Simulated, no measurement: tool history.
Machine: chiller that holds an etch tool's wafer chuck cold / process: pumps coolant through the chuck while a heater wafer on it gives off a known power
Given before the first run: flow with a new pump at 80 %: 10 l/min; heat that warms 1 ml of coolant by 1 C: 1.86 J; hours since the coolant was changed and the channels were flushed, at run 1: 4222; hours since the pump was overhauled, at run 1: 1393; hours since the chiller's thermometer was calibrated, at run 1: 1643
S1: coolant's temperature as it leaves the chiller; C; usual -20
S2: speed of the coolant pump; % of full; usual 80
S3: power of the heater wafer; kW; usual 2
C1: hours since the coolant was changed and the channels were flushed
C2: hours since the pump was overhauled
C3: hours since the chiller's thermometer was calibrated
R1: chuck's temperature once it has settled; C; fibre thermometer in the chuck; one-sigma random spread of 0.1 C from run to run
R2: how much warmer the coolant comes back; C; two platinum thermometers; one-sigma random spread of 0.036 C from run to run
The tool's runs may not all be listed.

run,hour,S1,S2,S3,C1,C2,C3,R1,R2
1,0,-20,80,2,4222,1393,1643,0.6,6.47
2,189.1,-20,80,1.755,4411,1583,1832,-1.8,5.59
3,280.3,-20,80,1.755,4502,1674,1923,-1.8,5.72
# hour 368.3: coolant changed, channels flushed
4,425.1,-11,80,1.755,57,1813,2062,7.2,5.74
5,549.9,-11,80,1.755,182,1937,2187,7.1,5.77
# hour 668.6: chiller's thermometer calibrated
6,758.5,-20,80,2,389,2145,90,0.8,6.55
7,964.5,-20,80,2,595,2351,296,0.8,6.64
8,1164,-20,80,2,795,2550,495,0.7,6.55
9,1290,-20,80,2,921,2676,621,0.8,6.61
10,1377.3,-20,80,2,1008,2764,709,0.6,6.67
11,1484,-20,80,2,1115,2870,815,0.7,6.67
12,1665.6,-20,80,1.395,1296,3052,997,-5.5,4.76
13,1778.1,-20,80,1.395,1409,3165,1110,-5.8,4.77
# hour 1865.6: gauge calibrated
14,1915.6,-20,92,1.172,1546,3302,1247,-9,3.28
15,2010.1,-20,89,2,1641,3397,1342,-0.6,5.78
16,2114.9,-30,85,1.584,1746,3501,1446,-14.3,4.85
17,2222.8,-30,85,1.584,1854,3609,1554,-14.3,4.86
18,2380,-30,85,1.584,2011,3766,1711,-14.2,4.83
19,2464.1,-30,85,1.584,2095,3851,1796,-14.2,4.88
20,2612,-25,79,1.188,2243,3998,1943,-12.6,3.95
21,2713.9,-25,79,1.188,2345,4100,2045,-12.6,3.99
22,2874.7,-18,80,1.301,2505,4261,2206,-4.6,4.28
23,2961.1,-18,80,1.301,2592,4348,2293,-4.4,4.36
# hour 2975.8: chiller's thermometer calibrated
24,3078.5,-29,80,2,2708,4464,103,-8.3,6.61
25,3202.5,-29,80,2,2832,4588,227,-8.3,6.7
26,3320.4,-16,78,1.696,2950,4706,345,1.7,5.84

A few steps of R2 between consecutive runs. Split each: what settings, incoming material and random variation would produce without the hidden state, and what is left over for the hidden state, along with gauge scatter present in only one of the two compared results (measured, and without hidden state):
Hidden state present: heat passed by the chuck's channels, % of clean ones'; flow at a given pump speed, % of a new pump's; coolant's true temperature over the reading, C; drift of the gauge itself on chuck_c, C; drift of the gauge itself on warmer_back_c, C.
Run 1 -> 2: S3 2 -> 1.755. R2 -0.88 C: hidden state +0.03, all else -0.91.
Run 13 -> 14: S2 80 -> 92, S3 1.395 -> 1.172, gauge calibrated. R2 -1.49 C: hidden state -0.24, all else -1.25.
Run 14 -> 15: S2 92 -> 89, S3 1.172 -> 2. R2 +2.5 C: hidden state +0.01, all else +2.49.
Run 23 -> 24: S1 -18 -> -29, S3 1.301 -> 2, chiller's thermometer calibrated. R2 +2.25 C: hidden state +0.02, all else +2.23.
